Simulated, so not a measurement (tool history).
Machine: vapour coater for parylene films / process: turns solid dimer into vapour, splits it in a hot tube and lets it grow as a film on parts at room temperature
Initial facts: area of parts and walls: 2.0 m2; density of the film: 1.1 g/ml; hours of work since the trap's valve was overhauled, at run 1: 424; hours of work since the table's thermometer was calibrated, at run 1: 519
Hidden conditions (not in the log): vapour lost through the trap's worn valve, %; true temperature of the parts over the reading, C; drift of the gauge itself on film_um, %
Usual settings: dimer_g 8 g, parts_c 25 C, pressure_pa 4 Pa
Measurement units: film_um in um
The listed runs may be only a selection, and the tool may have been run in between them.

run	hour	dimer_g	parts_c	pressure_pa	hours of work since the trap's valve was overhauled	hours of work since the table's thermometer was calibrated	film_um
1	0	8	25	4	424	519	1.91
2	28.5	8	25	4	440	536	1.91
3	57.3	8	25	4	457	553	1.92
4	77.9	8	25	4	469	565	1.92
5	112.8	8	25	4	489	585	1.91
6	133.7	8	25	4	502	597	1.9
7	166.3	8	25	4	520	616	1.88
# hour 169.5: table's thermometer calibrated
8	189.6	8	25	4	533	12	1.9
9	212.2	8	25	4	546	25	1.89
10	231.8	6	20	4	558	36	1.76
11	267	6	20	4	578	57	1.75
# hour 279.9: table's thermometer calibrated, once more
12	300.4	8	25	9.78	597	12	1.63
# hour 307.1: trap's valve overhauled
13	331.8	4	31	3.33	14	28	0.81
14	355.1	4	31	3.33	28	41	0.8

Estimate the outcome of run 15 from the log above:
15	378.3	4	31	3.33	41	55	?

film_um: 0.8 um
Minus the tool's unlogged condition, the same run would have read film_um 0.81 um.
